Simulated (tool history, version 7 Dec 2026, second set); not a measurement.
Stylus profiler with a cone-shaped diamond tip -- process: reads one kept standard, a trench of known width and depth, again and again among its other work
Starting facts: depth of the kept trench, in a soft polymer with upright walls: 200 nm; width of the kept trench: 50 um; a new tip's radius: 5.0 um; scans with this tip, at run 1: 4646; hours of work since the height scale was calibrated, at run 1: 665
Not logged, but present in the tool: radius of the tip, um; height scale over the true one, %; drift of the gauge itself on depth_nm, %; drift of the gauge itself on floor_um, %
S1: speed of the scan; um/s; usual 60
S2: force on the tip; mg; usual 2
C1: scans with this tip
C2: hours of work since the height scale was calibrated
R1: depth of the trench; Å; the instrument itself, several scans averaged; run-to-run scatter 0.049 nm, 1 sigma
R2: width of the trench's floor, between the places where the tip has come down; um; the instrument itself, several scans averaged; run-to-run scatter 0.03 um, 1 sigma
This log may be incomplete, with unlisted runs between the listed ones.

| run | hour | S1 | S2 | C1 | C2 | R1 | R2 |
|---|---|---|---|---|---|---|---|
| 1 | 0 | 60 | 2 | 4646 | 665 | 2023.5 | 46.92 |
| 2 | 31.1 | 130 | 2 | 4802 | 687 | 2022 | 46.63 |
| 3 | 57 | 60 | 2 | 4932 | 706 | 2022 | 47.01 |
| 4 | 72.5 | 60 | 1.12 | 5009 | 717 | 2015.8 | 46.84 |
| 5 | 93.6 | 60 | 1.12 | 5115 | 732 | 2015.8 | 46.84 |
| 6 | 121.1 | 37 | 1.12 | 5253 | 752 | 2015 | 46.99 |
| 7 | 147.6 | 37 | 1.12 | 5386 | 771 | 2014.6 | 47.01 |
| 8 | 164.2 | 157 | 4.68 | 5470 | 783 | 2040.6 | 46.75 |
| 9 | 190.2 | 161 | 4.99 | 5600 | 802 | 2041.7 | 46.78 |
| 10 | 220.6 | 161 | 4.99 | 5752 | 823 | 2041.2 | 46.79 |
| 11 | 253.2 | 26 | 2.81 | 5916 | 847 | 2028.6 | 47.17 |
| 12 | 285.2 | 124 | 0.77 | 6076 | 870 | 2010.6 | 46.36 |
| 13 | 308.8 | 53 | 1.37 | 6195 | 887 | 2017.5 | 46.97 |
| 14 | 334.6 | 100 | 1.26 | 6324 | 905 | 2017.2 | 46.69 |

Here are 5 independent what-if runs from the current tool condition. What would each one return?
| A | 348.2 | 208 | 1.68 | 6393 | 915 | ? | ? |
| B | 348.2 | 21 | 1.43 | 6393 | 915 | ? | ? |
| C | 348.2 | 17 | 1.31 | 6393 | 915 | ? | ? |
| D | 348.2 | 101 | 3.84 | 6393 | 915 | ? | ? |
| E | 348.2 | 171 | 1.15 | 6393 | 915 | ? | ? |

| run | R1 | R2 |
|---|---|---|
| A | 2019.3 | 46.27 |
| B | 2018.3 | 47.08 |
| C | 2016.3 | 47.09 |
| D | 2035.8 | 46.9 |
| E | 2015.2 | 46.3 |
Stripped of hidden state, with their random variation kept, the same runs would have yielded:
| run | R1 | R2 |
|---|---|---|
| A | 2019.3 | 46.28 |
| B | 2018.3 | 47.08 |
| C | 2016.2 | 47.1 |
| D | 2035.8 | 46.91 |
| E | 2015.2 | 46.31 |
